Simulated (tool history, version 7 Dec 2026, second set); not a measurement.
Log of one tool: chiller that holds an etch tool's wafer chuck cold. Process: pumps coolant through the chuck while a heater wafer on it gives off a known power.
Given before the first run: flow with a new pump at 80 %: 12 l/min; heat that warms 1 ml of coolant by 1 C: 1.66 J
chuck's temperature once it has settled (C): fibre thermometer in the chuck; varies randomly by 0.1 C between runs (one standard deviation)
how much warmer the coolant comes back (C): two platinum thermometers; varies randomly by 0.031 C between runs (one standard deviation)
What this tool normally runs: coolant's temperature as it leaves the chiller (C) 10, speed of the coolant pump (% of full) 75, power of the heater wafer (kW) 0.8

run,hour,coolant's temperature as it leaves the chiller (C),speed of the coolant pump (% of full),power of the heater wafer (kW),chuck's temperature once it has settled (C),how much warmer the coolant comes back (C)
1,0,10,75,0.8,20.1,2.72
2,31.4,10,75,0.8,20,2.69
3,69.2,10,75,0.8,20,2.74
4,102.8,10,75,0.8,19.9,2.71
5,141.3,10,75,0.8,20.1,2.71
6,179.5,10,75,0.8,20.2,2.81
7,200.1,10,75,0.8,20,2.74
8,239.8,10,75,0.8,20,2.79
9,281.1,10,75,0.8,20.1,2.76
10,314,10,75,0.8,20.4,2.75
11,344.7,2,75,0.8,12.3,2.75
# hour 352.8: coolant pump overhauled
12,387.1,2,75,0.8,12.5,2.82
13,408.8,10,75,0.856,21.3,3.06
14,442.8,10,75,0.856,21.2,3.02
# hour 470.5: coolant pump overhauled, once more
15,476.8,19,90,0.476,23.7,1.27
16,506.6,16,88,0.547,21.8,1.49
17,542.3,16,68,0.547,23.2,1.97
18,572.3,16,68,0.547,23.1,1.96
19,592.6,4,61,0.488,11,1.94
20,612.6,12,75,0.876,22.9,2.85
21,633.9,13,62,0.558,21,2.23

Below, some changes in chuck's temperature once it has settled (C) between adjacent runs. For each, the amount present without the hidden state too (settings, incoming material, random variation) and the amount remaining for the hidden state with gauge scatter not shared by both compared results:
The tool's hidden condition here consists of: heat passed by the chuck's channels, % of clean ones'; flow at a given pump speed, % of a new pump's; coolant's true temperature over the reading, C; drift of the gauge itself on chuck_c, C; drift of the gauge itself on warmer_back_c, C.
Run 11 -> 12: coolant pump overhauled. chuck's temperature once it has settled (C) +0.2: hidden state +0.4, all else -0.2.
Run 14 -> 15: coolant's temperature as it leaves the chiller (C) 10 -> 19, speed of the coolant pump (% of full) 75 -> 90, power of the heater wafer (kW) 0.856 -> 0.476, coolant pump overhauled, once more. chuck's temperature once it has settled (C) +2.5: hidden state -1.2, all else +3.7.
Run 18 -> 19: coolant's temperature as it leaves the chiller (C) 16 -> 4, speed of the coolant pump (% of full) 68 -> 61, power of the heater wafer (kW) 0.547 -> 0.488. chuck's temperature once it has settled (C) -12.1: hidden state +0, all else -12.1.
Run 19 -> 20: coolant's temperature as it leaves the chiller (C) 4 -> 12, speed of the coolant pump (% of full) 61 -> 75, power of the heater wafer (kW) 0.488 -> 0.876. chuck's temperature once it has settled (C) +11.9: hidden state +0.3, all else +11.6.
